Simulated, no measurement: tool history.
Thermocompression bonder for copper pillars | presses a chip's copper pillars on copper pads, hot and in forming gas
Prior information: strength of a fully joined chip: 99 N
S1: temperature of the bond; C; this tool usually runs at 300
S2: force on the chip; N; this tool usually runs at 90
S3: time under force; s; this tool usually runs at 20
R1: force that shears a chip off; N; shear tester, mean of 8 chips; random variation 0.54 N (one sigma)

Run 1, hour 0: usual settings. Result: R1 49.6 N.
Run 2, hour 20: usual settings. Result: R1 50.9 N.
Run 3, hour 35.3: usual settings. Result: R1 50 N.
Run 4, hour 60.2: usual settings. Result: R1 48.7 N.
Run 5, hour 79.5: usual settings. Result: R1 48.4 N.
Run 6, hour 106.5: usual settings. Result: R1 47.6 N.
At hour 129.9: force cell calibrated.
Run 7, hour 137.1: usual settings but S2 99 N. Result: R1 51.9 N.
Run 8, hour 167.5: usual settings but S2 104 N. Result: R1 52.5 N.
Run 9, hour 199.3: usual settings but S2 104 N. Result: R1 53.7 N.
Run 10, hour 225.7: usual settings. Result: R1 49.6 N.
Run 11, hour 250.2: usual settings. Result: R1 49.2 N.
Run 12, hour 273.1: usual settings. Result: R1 48.8 N.
At hour 277.7: force cell calibrated, once more.
Run 13, hour 307.9: usual settings but S1 284 C. Result: R1 38.1 N.
Run 14, hour 324.8: usual settings. Result: R1 45.5 N.
Run 15, hour 352: usual settings. Result: R1 44.7 N.
Run 16, hour 387.5: usual settings. Result: R1 44 N.
Run 17, hour 418.5: usual settings. Result: R1 44.9 N.
Run 18, hour 454.9: usual settings. Result: R1 44.5 N.
At hour 469.2: forming gas filter changed.
Run 19, hour 473.9: usual settings but S2 135 N, S3 19 s. Result: R1 56.7 N.
Run 20, hour 489.7: usual settings but S2 135 N, S3 19 s. Result: R1 56.7 N.
Run 21, hour 526.8: usual settings but S1 287 C, S2 135 N, S3 10 s. Result: R1 38.9 N.
Run 22, hour 559.1: usual settings but S1 272 C, S2 69 N, S3 16 s. Result: R1 26.6 N.
At hour 575: heater calibrated with a thermocouple chip.
Run 23, hour 587.4: usual settings but S1 306 C, S2 97 N, S3 32 s. Result: R1 62.4 N.
Run 24, hour 604.6: usual settings but S1 313 C, S2 76 N, S3 27 s. Result: R1 57.4 N.
Run 25, hour 622: usual settings but S1 313 C, S2 60 N, S3 27 s. Result: R1 52.4 N.
Run 26, hour 657: usual settings but S1 310 C, S2 114 N, S3 11 s. Result: R1 50.1 N.
Run 27, hour 686.3: usual settings but S2 115 N, S3 35 s. Result: R1 65.3 N.
Run 28, hour 702.2: usual settings but S2 92 N, S3 43 s. Result: R1 64.1 N.
Run 29, hour 724.9: usual settings but S2 92 N, S3 43 s. Result: R1 64 N.
Run 30, hour 742.5: usual settings but S1 304 C, S2 81 N, S3 11 s. Result: R1 39 N.
Run 31, hour 759.7: usual settings but S1 323 C, S2 115 N, S3 57 s. Result: R1 81.5 N.
Run 32, hour 794: usual settings but S2 70 N, S3 16 s. Result: R1 39.6 N.
Run 33, hour 810.9: usual settings but S1 315 C, S2 103 N, S3 16 s. Result: R1 54.7 N.
Run 34, hour 846: usual settings but S1 315 C, S2 103 N, S3 16 s. Result: R1 55.1 N.
Run 35, hour 863.9: usual settings but S1 295 C, S2 97 N, S3 16 s. Result: R1 44.8 N.

Predict each of these 5 candidate next runs independently; none follows another, all start after run 35:
Run A, hour 884.6: usual settings but S1 291 C, S2 62 N, S3 16 s. Result: R1 ?.
Run B, hour 884.6: usual settings but S1 277 C, S2 72 N, S3 14 s. Result: R1 ?.
Run C, hour 884.6: usual settings but S1 295 C, S2 105 N, S3 37 s. Result: R1 ?.
Run D, hour 884.6: usual settings but S1 288 C, S2 110 N, S3 36 s. Result: R1 ?.
Run E, hour 884.6: usual settings but S1 303 C, S2 97 N, S3 31 s. Result: R1 ?.

run    R1
  A  33.4
  B  28.3
  C  60.5
  D    57
  E  58.7
The same runs, with their run-to-run variation unchanged, on a tool lacking any hidden condition would have given:
run    R1
  A  34.8
  B  29.5
  C    63
  D  59.4
  E  61.1
